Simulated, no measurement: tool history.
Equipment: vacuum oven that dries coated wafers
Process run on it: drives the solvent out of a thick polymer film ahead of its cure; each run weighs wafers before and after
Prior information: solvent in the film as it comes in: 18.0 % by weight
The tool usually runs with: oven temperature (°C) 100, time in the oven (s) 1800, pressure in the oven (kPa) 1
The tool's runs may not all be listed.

run,hour,oven temperature (°C),time in the oven (s),pressure in the oven (kPa),solvent left in the film (%)
1,0,100,1800,1,4.59
2,9.5,100,1740,1,4.84
3,22.2,100,1740,1,4.76
4,37.7,100,1740,1,4.8
5,48.2,100,1740,1,4.74
6,67,100,1800,1,4.71
7,83.6,100,1800,1,4.74
8,95,100,1800,1,4.59
9,111.6,100,1800,1,4.68
10,124.9,111,1800,1,2.59
11,139.9,111,1800,1,2.65
12,149.8,111,1800,1,2.68
13,166.3,112,1800,1,2.55
14,186.2,112,1800,1,2.55
15,207.7,112,1800,1,2.5
16,220.6,100,1800,3.95,7.31
17,237.6,100,1800,3.95,7.41
18,255.4,100,1020,1,7.25
19,267.7,100,1800,0.77,4.43
20,286.7,87,2820,0.55,4.66
21,299.2,87,1200,0.6,8.96
22,316.2,93,2760,2.13,5.41
23,332.1,104,3060,0.73,1.72
24,342.2,100,2520,1,3.09
25,357,111,1920,1.96,3.41
26,367.3,111,1920,1.96,3.4
27,378.3,111,1920,1.96,3.41
28,395.6,110,2640,2.68,3.17
29,417.5,110,2640,2.68,3.26
30,431.2,100,1920,3.12,6.73
31,443.2,91,1020,1.95,10.31
32,453.6,87,1860,3.22,10.57
33,469.5,87,1860,3.22,10.75
34,479.5,87,1860,3.22,10.74
35,494.1,100,2160,0.69,3.78
36,504.3,91,1800,2.9,9.3
37,513.3,110,1320,1.54,4.86

Not shown: 2 entries that the log had between the listed runs. Between which runs, and how does the tool's hidden state differ before and after?
Runs 17 to 18: oven's thermocouples calibrated (hour 241.1)
  true wafer temperature over the reading, C: 0.96 -> 1.62; true pressure over the reading, kPa: 0.248 -> 0.252
  measured result minus the result with no hidden state, solvent left in the film (%): -0.03 -> -0.15
Runs 24 to 25: oven's thermocouples calibrated, once more (hour 353.4)
  true wafer temperature over the reading, C: 1.67 -> -0.55; true pressure over the reading, kPa: 0.272 -> 0.275
  measured result minus the result with no hidden state, solvent left in the film (%): -0.02 -> +0.3
